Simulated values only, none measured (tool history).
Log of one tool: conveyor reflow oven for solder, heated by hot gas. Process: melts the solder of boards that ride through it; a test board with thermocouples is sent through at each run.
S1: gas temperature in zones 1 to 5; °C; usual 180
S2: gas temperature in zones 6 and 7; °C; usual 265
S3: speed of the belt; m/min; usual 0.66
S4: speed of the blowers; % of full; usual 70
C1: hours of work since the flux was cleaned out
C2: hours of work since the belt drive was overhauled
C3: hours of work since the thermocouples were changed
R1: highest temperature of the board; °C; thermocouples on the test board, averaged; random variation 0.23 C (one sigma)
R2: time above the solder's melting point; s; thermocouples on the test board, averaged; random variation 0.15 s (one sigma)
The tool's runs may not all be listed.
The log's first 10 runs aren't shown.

Run 11, hour 100.2: usual settings but S4 55 % of full; C1 117; C2 412; C3 68. Result: R1 242.6 °C, R2 34.6 s.
Run 12, hour 112.9: usual settings but S4 55 % of full; C1 125; C2 420; C3 76. Result: R1 242.7 °C, R2 34.8 s.
Run 13, hour 127.5: usual settings but S4 55 % of full; C1 134; C2 429; C3 85. Result: R1 242.2 °C, R2 34.8 s.
Run 14, hour 138.3: usual settings but S4 55 % of full; C1 140; C2 435; C3 91. Result: R1 242.7 °C, R2 34.6 s.
Run 15, hour 148.6: usual settings; C1 147; C2 442; C3 98. Result: R1 248.4 °C, R2 39.9 s.
Run 16, hour 160.4: usual settings but S1 178 °C, S4 64 % of full; C1 154; C2 449; C3 105. Result: R1 245.7 °C, R2 37.4 s.
Run 17, hour 171: usual settings but S1 178 °C, S4 64 % of full; C1 160; C2 455; C3 111. Result: R1 246.4 °C, R2 37.4 s.
Run 18, hour 182.9: usual settings but S1 178 °C, S4 64 % of full; C1 168; C2 463; C3 119. Result: R1 245.8 °C, R2 37.5 s.
Run 19, hour 197.8: usual settings but S2 266 °C, S4 56 % of full; C1 177; C2 472; C3 128. Result: R1 243.7 °C, R2 35.8 s.
Run 20, hour 208.4: usual settings but S4 59 % of full; C1 184; C2 478; C3 134. Result: R1 244 °C, R2 36.2 s.
Run 21, hour 218.3: usual settings but S1 175 °C, S2 255 °C, S3 0.595 m/min, S4 63 % of full; C1 190; C2 485; C3 140. Result: R1 239.7 °C, R2 36.9 s.
Run 22, hour 230.4: usual settings but S1 184 °C, S2 278 °C, S3 0.634 m/min, S4 50 % of full; C1 197; C2 492; C3 148. Result: R1 253.3 °C, R2 44.1 s.
Run 23, hour 239.9: usual settings but S1 188 °C, S2 256 °C; C1 203; C2 498; C3 154. Result: R1 242.4 °C, R2 38.8 s.
Run 24, hour 253.2: usual settings but S2 266 °C, S3 0.682 m/min; C1 211; C2 506; C3 162. Result: R1 248.6 °C, R2 38.5 s.
Run 25, hour 266.3: usual settings but S1 172 °C, S2 266 °C, S3 0.682 m/min, S4 50 % of full; C1 219; C2 514; C3 170. Result: R1 237.1 °C, R2 26.4 s.
Run 26, hour 278.2: usual settings but S1 172 °C, S2 266 °C, S3 0.682 m/min, S4 50 % of full; C1 227; C2 521; C3 177. Result: R1 237.1 °C, R2 26.6 s.
Run 27, hour 289.5: usual settings but S1 172 °C, S2 266 °C, S3 0.682 m/min, S4 50 % of full; C1 233; C2 528; C3 184. Result: R1 237.2 °C, R2 26.4 s.
Run 28, hour 297.9: usual settings but S1 184 °C, S2 259 °C, S3 0.77 m/min, S4 54 % of full; C1 239; C2 534; C3 189. Result: R1 232.6 °C, R2 21.5 s.
Run 29, hour 310.3: usual settings but S1 166 °C, S2 254 °C, S3 0.77 m/min, S4 85 % of full; C1 246; C2 541; C3 197. Result: R1 236.2 °C, R2 23.7 s.
Run 30, hour 318.9: usual settings but S1 176 °C, S3 0.645 m/min; C1 252; C2 546; C3 202. Result: R1 248.1 °C, R2 39.9 s.

5 ways to go on from here, each from the tool as it stands after run 30. What would each give?
Run A, hour 329.1: usual settings but S2 255 °C, S3 0.574 m/min, S4 84 % of full; C1 258; C2 553; C3 209. Result: R1 ?, R2 ?.
Run B, hour 329.1: usual settings but S1 188 °C, S3 0.623 m/min; C1 258; C2 553; C3 209. Result: R1 ?, R2 ?.
Run C, hour 329.1: usual settings but S2 267 °C, S3 0.732 m/min; C1 258; C2 553; C3 209. Result: R1 ?, R2 ?.
Run D, hour 329.1: usual settings but S1 173 °C, S3 0.65 m/min; C1 258; C2 553; C3 209. Result: R1 ?, R2 ?.
Run E, hour 329.1: usual settings but S1 172 °C, S2 267 °C, S3 0.698 m/min; C1 258; C2 553; C3 209. Result: R1 ?, R2 ?.

run     R1    R2
  A  246.3    47
  B    252  47.2
  C    247  34.4
  D  247.9  38.4
  E  246.4  34.2
Without the tool's hidden state the same runs would have given:
run     R1    R2
  A  246.3    47
  B  252.1  47.2
  C    247  34.5
  D  247.9  38.4
  E  246.5  34.3
